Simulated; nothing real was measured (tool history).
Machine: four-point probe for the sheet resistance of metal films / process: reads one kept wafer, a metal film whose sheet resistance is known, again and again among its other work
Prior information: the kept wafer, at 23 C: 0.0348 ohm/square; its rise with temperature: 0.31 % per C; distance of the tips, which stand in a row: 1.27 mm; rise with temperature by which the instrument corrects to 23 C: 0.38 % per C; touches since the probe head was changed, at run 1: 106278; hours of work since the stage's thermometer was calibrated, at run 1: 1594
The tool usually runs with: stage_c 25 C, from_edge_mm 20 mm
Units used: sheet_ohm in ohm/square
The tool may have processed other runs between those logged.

run,hour,stage_c,from_edge_mm,touches since the probe head was changed,hours of work since the stage's thermometer was calibrated,sheet_ohm
1,0,25,20,106278,1594,0.034828
2,98.3,25,20,109769,1660,0.034838
3,190.8,24,20,113053,1723,0.034843
4,268.3,25,7,115808,1775,0.035364
5,365.3,25,38,119255,1840,0.034783
6,474.6,25,38,123135,1914,0.034764
7,548.8,25,38,125771,1964,0.034775
8,605.5,25,38,127785,2002,0.034775
9,705.8,25,51,131349,2069,0.034766
10,751.6,25,51,132974,2100,0.034771
11,826,25,20,135617,2150,0.034824
12,892.7,25,20,137985,2195,0.034822
13,995.2,25,9,141625,2264,0.035116
14,1103.6,25,9,145476,2337,0.035126
# hour 1185.4: stage's thermometer calibrated
15,1185.4,33,22,148365,0,0.034637
16,1276.2,25,6,151588,61,0.035565
17,1383.8,32,3,155412,133,0.037619
18,1434.6,32,3,157217,168,0.037607
19,1527,32,3,160500,230,0.037608
20,1602.6,32,3,163183,281,0.037615
21,1708.5,32,3,166944,352,0.037613
22,1766.4,19,3,169000,391,0.037953
23,1849.5,26,5,171954,447,0.035894
24,1950.2,27,13,175529,515,0.034873

5 options for the next run, each taken on its own from the tool as it stands now. Forecast them:
A,2009.4,27,6,177632,554,?
B,2009.4,27,5,177632,554,?
C,2009.4,25,4,177632,554,?
D,2009.4,25,18,177632,554,?
E,2009.4,25,13,177632,554,?

run,sheet_ohm
A,0.035527
B,0.035873
C,0.036532
D,0.03485
E,0.034939
What these runs would have given with no unlogged condition in the tool:
run,sheet_ohm
A,0.035525
B,0.035871
C,0.036529
D,0.034848
E,0.034936
